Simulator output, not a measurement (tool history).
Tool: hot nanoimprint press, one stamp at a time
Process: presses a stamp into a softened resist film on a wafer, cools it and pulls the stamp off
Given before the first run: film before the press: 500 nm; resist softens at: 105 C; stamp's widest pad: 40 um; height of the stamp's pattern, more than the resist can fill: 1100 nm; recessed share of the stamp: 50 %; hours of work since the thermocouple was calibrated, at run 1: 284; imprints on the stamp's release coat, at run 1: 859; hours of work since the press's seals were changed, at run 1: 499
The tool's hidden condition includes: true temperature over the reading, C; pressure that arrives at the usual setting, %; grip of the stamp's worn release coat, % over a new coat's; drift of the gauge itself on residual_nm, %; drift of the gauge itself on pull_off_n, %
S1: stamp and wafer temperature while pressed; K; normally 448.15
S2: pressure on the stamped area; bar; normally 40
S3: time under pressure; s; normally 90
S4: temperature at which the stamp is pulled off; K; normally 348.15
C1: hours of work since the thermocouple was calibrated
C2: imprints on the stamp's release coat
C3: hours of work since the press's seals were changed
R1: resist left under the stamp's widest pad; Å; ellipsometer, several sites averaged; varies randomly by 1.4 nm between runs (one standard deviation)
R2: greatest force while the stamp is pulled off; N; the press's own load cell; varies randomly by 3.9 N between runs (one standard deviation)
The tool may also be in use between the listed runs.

run 1 day=0 | S1=448.15 S2=40 S3=90 S4=348.15 | C1=284 C2=859 C3=499 | R1=2178 R2=190
run 2 day=1.45 | S1=448.15 S2=40 S3=90 S4=348.15 | C1=299 C2=926 C3=514 | R1=2182 R2=187
run 3 day=2.371 | S1=448.15 S2=40 S3=90 S4=348.15 | C1=308 C2=970 C3=523 | R1=2185 R2=191
run 4 day=3.888 | S1=448.15 S2=40 S3=90 S4=348.15 | C1=323 C2=1041 C3=538 | R1=2185 R2=183
run 5 day=5.112 | S1=448.15 S2=40 S3=90 S4=348.15 | C1=335 C2=1098 C3=550 | R1=2183 R2=191
run 6 day=5.921 | S1=448.15 S2=40 S3=90 S4=348.15 | C1=343 C2=1136 C3=558 | R1=2197 R2=194
run 7 day=7.396 | S1=448.15 S2=40 S3=90 S4=348.15 | C1=358 C2=1205 C3=573 | R1=2150 R2=186
run 8 day=8.204 | S1=448.15 S2=40 S3=90 S4=348.15 | C1=366 C2=1243 C3=581 | R1=2192 R2=191
-- day=9.379 press's hydraulic seals changed and the load cell set to zero
run 9 day=9.75 | S1=448.15 S2=40 S3=147 S4=348.15 | C1=378 C2=1300 C3=4 | R1=1811 R2=187
run 10 day=11.133 | S1=448.15 S2=34.4 S3=147 S4=348.15 | C1=392 C2=1364 C3=18 | R1=1972 R2=190
-- day=11.679 plate thermocouple calibrated
run 11 day=12.938 | S1=448.15 S2=34.4 S3=147 S4=348.15 | C1=13 C2=1443 C3=34 | R1=1988 R2=188
run 12 day=14.071 | S1=448.15 S2=34.4 S3=147 S4=348.15 | C1=24 C2=1496 C3=46 | R1=1990 R2=190
run 13 day=14.817 | S1=448.15 S2=34.4 S3=147 S4=348.15 | C1=31 C2=1531 C3=53 | R1=1960 R2=193
run 14 day=15.638 | S1=448.15 S2=34.4 S3=147 S4=348.15 | C1=40 C2=1569 C3=61 | R1=1976 R2=189
run 15 day=16.896 | S1=448.15 S2=40 S3=90 S4=348.15 | C1=52 C2=1628 C3=74 | R1=2174 R2=193
run 16 day=17.846 | S1=448.15 S2=40 S3=90 S4=342.15 | C1=62 C2=1673 C3=84 | R1=2160 R2=233
run 17 day=18.9 | S1=447.15 S2=34.7 S3=90 S4=348.15 | C1=72 C2=1722 C3=94 | R1=2425 R2=190
run 18 day=20.071 | S1=447.15 S2=34.7 S3=90 S4=348.15 | C1=84 C2=1777 C3=106 | R1=2428 R2=186
run 19 day=20.933 | S1=447.15 S2=62.8 S3=178 S4=348.15 | C1=93 C2=1817 C3=115 | R1=1354 R2=192
run 20 day=21.658 | S1=448.15 S2=45.8 S3=68 S4=348.15 | C1=100 C2=1851 C3=122 | R1=2215 R2=192
run 21 day=23.312 | S1=448.15 S2=45.8 S3=68 S4=348.15 | C1=117 C2=1929 C3=138 | R1=2229 R2=203
run 22 day=24.783 | S1=448.15 S2=40 S3=145 S4=353.15 | C1=131 C2=1998 C3=153 | R1=1831 R2=163
-- day=25.392 stamp cleaned and given a new release coat
run 23 day=25.821 | S1=448.15 S2=60.6 S3=90 S4=353.15 | C1=139 C2=20 C3=161 | R1=1734 R2=158
run 24 day=26.775 | S1=451.15 S2=40 S3=90 S4=348.15 | C1=149 C2=64 C3=171 | R1=1965 R2=191
run 25 day=27.629 | S1=446.15 S2=40.8 S3=90 S4=348.15 | C1=157 C2=104 C3=179 | R1=2289 R2=194
run 26 day=29.05 | S1=448.15 S2=40 S3=92 S4=339.15 | C1=172 C2=171 C3=193 | R1=2191 R2=238
run 27 day=29.771 | S1=448.15 S2=53.7 S3=104 S4=338.15 | C1=179 C2=205 C3=201 | R1=1726 R2=250
run 28 day=31.2 | S1=448.15 S2=43.5 S3=90 S4=338.15 | C1=193 C2=272 C3=215 | R1=2113 R2=242
run 29 day=32.221 | S1=451.15 S2=42.6 S3=90 S4=338.15 | C1=203 C2=319 C3=225 | R1=1917 R2=244
run 30 day=33.188 | S1=448.15 S2=40 S3=49 S4=344.15 | C1=213 C2=365 C3=235 | R1=2659 R2=208
run 31 day=34.367 | S1=450.15 S2=40 S3=62 S4=344.15 | C1=225 C2=420 C3=247 | R1=2356 R2=220

How the hidden state differs across the entries between the runs, from the last listed run before each to the first after it:
In the gap between runs 8 and 9: press's hydraulic seals changed and the load cell set to zero (day 9.379)
  pressure that arrives at the usual setting, %: 99.91 -> 100.02; grip of the stamp's worn release coat, % over a new coat's: 1 -> 1.1
In the gap between runs 10 and 11: plate thermocouple calibrated (day 11.679)
  true temperature over the reading, C: -0.07 -> -0.01; grip of the stamp's worn release coat, % over a new coat's: 1.1 -> 1.2
In the gap between runs 22 and 23: stamp cleaned and given a new release coat (day 25.392)
  grip of the stamp's worn release coat, % over a new coat's: 1.7 -> 0
